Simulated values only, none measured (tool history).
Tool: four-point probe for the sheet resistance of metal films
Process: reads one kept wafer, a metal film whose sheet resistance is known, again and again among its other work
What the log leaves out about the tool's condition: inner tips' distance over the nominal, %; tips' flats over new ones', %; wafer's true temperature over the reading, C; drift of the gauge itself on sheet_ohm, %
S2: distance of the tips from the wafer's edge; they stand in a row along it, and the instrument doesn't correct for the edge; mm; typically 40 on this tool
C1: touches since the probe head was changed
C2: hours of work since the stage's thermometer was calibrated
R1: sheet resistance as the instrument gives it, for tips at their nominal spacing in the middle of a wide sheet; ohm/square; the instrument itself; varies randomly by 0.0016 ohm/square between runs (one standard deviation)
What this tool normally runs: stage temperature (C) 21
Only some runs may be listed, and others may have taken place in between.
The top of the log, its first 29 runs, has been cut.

{"run": 30, "hour": 1039.4, "stage temperature (C)": 29, "S2": 6, "C1": 79920, "C2": 1219, "R1": 8.149977}
{"hour": 1043.4, "done": "stage's thermometer calibrated"}
{"run": 31, "hour": 1062.5, "stage temperature (C)": 29, "S2": 6, "C1": 80726, "C2": 13, "R1": 8.147338}
{"run": 32, "hour": 1092.4, "stage temperature (C)": 21, "S2": 4, "C1": 81792, "C2": 34, "R1": 8.162474}
{"run": 33, "hour": 1119.6, "stage temperature (C)": 21, "S2": 4, "C1": 82762, "C2": 52, "R1": 8.159197}
{"run": 34, "hour": 1147.8, "stage temperature (C)": 20, "S2": 4, "C1": 83769, "C2": 71, "R1": 8.155066}
{"run": 35, "hour": 1171.4, "stage temperature (C)": 22, "S2": 8, "C1": 84613, "C2": 88, "R1": 8.083756}
{"run": 36, "hour": 1214.3, "stage temperature (C)": 28, "S2": 19, "C1": 86142, "C2": 117, "R1": 8.090286}
{"hour": 1250.2, "done": "stage's thermometer calibrated, once more"}
{"run": 37, "hour": 1252.1, "stage temperature (C)": 23, "S2": 3, "C1": 87473, "C2": 1, "R1": 8.266236}
{"run": 38, "hour": 1279.5, "stage temperature (C)": 23, "S2": 35, "C1": 88449, "C2": 20, "R1": 8.078603}
{"run": 39, "hour": 1305.9, "stage temperature (C)": 23, "S2": 35, "C1": 89392, "C2": 38, "R1": 8.071637}
{"run": 40, "hour": 1342.0, "stage temperature (C)": 23, "S2": 35, "C1": 90680, "C2": 63, "R1": 8.071607}
{"run": 41, "hour": 1380.3, "stage temperature (C)": 23, "S2": 35, "C1": 92046, "C2": 89, "R1": 8.071321}
{"run": 42, "hour": 1412.5, "stage temperature (C)": 21, "S2": 36, "C1": 93195, "C2": 111, "R1": 8.056771}
{"run": 43, "hour": 1456.5, "stage temperature (C)": 21, "S2": 36, "C1": 94764, "C2": 141, "R1": 8.056134}
{"run": 44, "hour": 1485.0, "stage temperature (C)": 18, "S2": 63, "C1": 95783, "C2": 161, "R1": 8.037632}

Below are 3 alternative next runs, each starting from the tool's condition after run 44. Predict each:
{"run": "A", "hour": 1515.3, "stage temperature (C)": 34, "S2": 52, "C1": 96864, "C2": 181, "R1": "?"}
{"run": "B", "hour": 1515.3, "stage temperature (C)": 23, "S2": 20, "C1": 96864, "C2": 181, "R1": "?"}
{"run": "C", "hour": 1515.3, "stage temperature (C)": 33, "S2": 40, "C1": 96864, "C2": 181, "R1": "?"}

run=A R1=8.121947
run=B R1=8.066387
run=C R1=8.115549
Without the tool's hidden state the same runs would have given:
run=A R1=8.259916
run=B R1=8.203486
run=C R1=8.253415

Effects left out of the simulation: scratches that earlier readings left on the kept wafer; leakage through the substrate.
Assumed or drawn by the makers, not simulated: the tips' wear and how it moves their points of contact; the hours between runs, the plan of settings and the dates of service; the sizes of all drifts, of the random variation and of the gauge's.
